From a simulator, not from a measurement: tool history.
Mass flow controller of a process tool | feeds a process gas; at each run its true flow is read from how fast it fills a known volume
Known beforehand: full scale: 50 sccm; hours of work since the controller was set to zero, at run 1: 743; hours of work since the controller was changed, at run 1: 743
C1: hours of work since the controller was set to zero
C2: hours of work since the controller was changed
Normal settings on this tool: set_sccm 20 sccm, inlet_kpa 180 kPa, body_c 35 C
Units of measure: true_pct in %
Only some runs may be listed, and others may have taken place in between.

{"run": 1, "day": 0.0, "set_sccm": 20, "inlet_kpa": 180, "body_c": 35, "C1": 743, "C2": 743, "true_pct": 98.44}
{"run": 2, "day": 2.662, "set_sccm": 20, "inlet_kpa": 180, "body_c": 35, "C1": 765, "C2": 765, "true_pct": 98.46}
{"run": 3, "day": 4.904, "set_sccm": 20, "inlet_kpa": 180, "body_c": 22, "C1": 784, "C2": 784, "true_pct": 99.18}
{"run": 4, "day": 8.562, "set_sccm": 20, "inlet_kpa": 180, "body_c": 22, "C1": 814, "C2": 814, "true_pct": 99.28}
{"run": 5, "day": 10.329, "set_sccm": 27, "inlet_kpa": 180, "body_c": 35, "C1": 829, "C2": 829, "true_pct": 98.71}
{"run": 6, "day": 13.604, "set_sccm": 27, "inlet_kpa": 180, "body_c": 35, "C1": 856, "C2": 856, "true_pct": 98.72}
{"run": 7, "day": 17.458, "set_sccm": 27, "inlet_kpa": 180, "body_c": 35, "C1": 888, "C2": 888, "true_pct": 98.88}
{"run": 8, "day": 20.217, "set_sccm": 27, "inlet_kpa": 180, "body_c": 35, "C1": 911, "C2": 911, "true_pct": 98.61}
{"run": 9, "day": 22.558, "set_sccm": 27, "inlet_kpa": 180, "body_c": 35, "C1": 930, "C2": 930, "true_pct": 98.88}
{"run": 10, "day": 26.696, "set_sccm": 20, "inlet_kpa": 180, "body_c": 35, "C1": 964, "C2": 964, "true_pct": 98.52}
{"run": 11, "day": 30.133, "set_sccm": 20, "inlet_kpa": 180, "body_c": 35, "C1": 993, "C2": 993, "true_pct": 98.62}
{"run": 12, "day": 33.362, "set_sccm": 20, "inlet_kpa": 180, "body_c": 35, "C1": 1019, "C2": 1019, "true_pct": 98.53}
{"run": 13, "day": 36.662, "set_sccm": 21, "inlet_kpa": 161, "body_c": 26, "C1": 1047, "C2": 1047, "true_pct": 98.98}
{"run": 14, "day": 39.688, "set_sccm": 10, "inlet_kpa": 161, "body_c": 26, "C1": 1072, "C2": 1072, "true_pct": 98.83}
{"day": 39.942, "done": "controller's zero set anew"}
{"run": 15, "day": 43.579, "set_sccm": 20, "inlet_kpa": 259, "body_c": 35, "C1": 30, "C2": 1104, "true_pct": 99.21}
{"run": 16, "day": 45.671, "set_sccm": 11, "inlet_kpa": 175, "body_c": 32, "C1": 47, "C2": 1121, "true_pct": 98.72}
{"day": 46.296, "done": "controller's zero set anew, once more"}
{"run": 17, "day": 49.854, "set_sccm": 11, "inlet_kpa": 175, "body_c": 32, "C1": 29, "C2": 1155, "true_pct": 98.26}
{"run": 18, "day": 53.488, "set_sccm": 20, "inlet_kpa": 273, "body_c": 26, "C1": 59, "C2": 1185, "true_pct": 99.61}
{"run": 19, "day": 55.808, "set_sccm": 22, "inlet_kpa": 142, "body_c": 35, "C1": 79, "C2": 1205, "true_pct": 98.36}
{"run": 20, "day": 59.471, "set_sccm": 22, "inlet_kpa": 142, "body_c": 35, "C1": 109, "C2": 1235, "true_pct": 98.29}
{"run": 21, "day": 62.429, "set_sccm": 5, "inlet_kpa": 180, "body_c": 22, "C1": 133, "C2": 1259, "true_pct": 98.72}
{"run": 22, "day": 65.521, "set_sccm": 6, "inlet_kpa": 255, "body_c": 21, "C1": 159, "C2": 1285, "true_pct": 99.41}

Below, each run's measurement less what the same run would have read without the hidden state. Both values contain the same run-to-run variation, but the gauge's scatter may not be the same in both:
Unlogged tool condition in this case: flow at rest that the sensor doesn't see, % of full scale; true flow over the shown one, %; drift of the gauge itself on true_pct, %.
run=1 true_pct=+0.25
run=2 true_pct=+0.26
run=3 true_pct=+0.27
run=4 true_pct=+0.28
run=5 true_pct=+0.25
run=6 true_pct=+0.26
run=7 true_pct=+0.27
run=8 true_pct=+0.28
run=9 true_pct=+0.29
run=10 true_pct=+0.33
run=11 true_pct=+0.35
run=12 true_pct=+0.36
run=13 true_pct=+0.36
run=14 true_pct=+0.53
run=15 true_pct=+0.49
run=16 true_pct=+0.71
run=17 true_pct=+0.27
run=18 true_pct=+0.28
run=19 true_pct=+0.28
run=20 true_pct=+0.29
run=21 true_pct=+0.37
run=22 true_pct=+0.38
